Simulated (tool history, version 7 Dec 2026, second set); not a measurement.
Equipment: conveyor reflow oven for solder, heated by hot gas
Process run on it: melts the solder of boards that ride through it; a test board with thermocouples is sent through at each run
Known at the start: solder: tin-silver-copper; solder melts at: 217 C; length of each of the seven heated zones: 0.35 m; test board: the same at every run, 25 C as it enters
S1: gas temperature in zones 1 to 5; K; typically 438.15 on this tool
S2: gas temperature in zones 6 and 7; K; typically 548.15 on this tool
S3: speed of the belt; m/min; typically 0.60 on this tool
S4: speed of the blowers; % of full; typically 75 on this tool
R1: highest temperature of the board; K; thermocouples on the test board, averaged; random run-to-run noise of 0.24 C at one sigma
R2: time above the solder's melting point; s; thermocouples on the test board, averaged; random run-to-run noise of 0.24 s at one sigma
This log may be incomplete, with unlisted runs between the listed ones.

| run | hour | S1 | S2 | S3 | S4 | R1 | R2 |
|---|---|---|---|---|---|---|---|
| 1 | 0.0 | 438.15 | 548.15 | 0.60 | 75 | 536.05 | 57.3 |
| 2 | 31.5 | 438.15 | 548.15 | 0.60 | 75 | 535.75 | 57.1 |
| 3 | 93.7 | 438.15 | 548.15 | 0.60 | 75 | 535.15 | 57.5 |
| 4 | 150.0 | 438.15 | 548.15 | 0.60 | 75 | 535.05 | 57.2 |
| 5 | 226.0 | 438.15 | 548.15 | 0.60 | 75 | 534.65 | 56.9 |
| 6 | 275.8 | 438.15 | 548.15 | 0.56 | 51 | 533.35 | 60.3 |
| 7 | 336.8 | 438.15 | 548.15 | 0.56 | 51 | 533.65 | 59.8 |

What will run 8 give?
| 8 | 398.9 | 438.15 | 548.15 | 0.56 | 51 | ? | ? |

R1: 532.95 K
R2: 60.0 s
Had the tool carried no hidden state, the very same run would have given R1 532.75 K, R2 58.8 s.
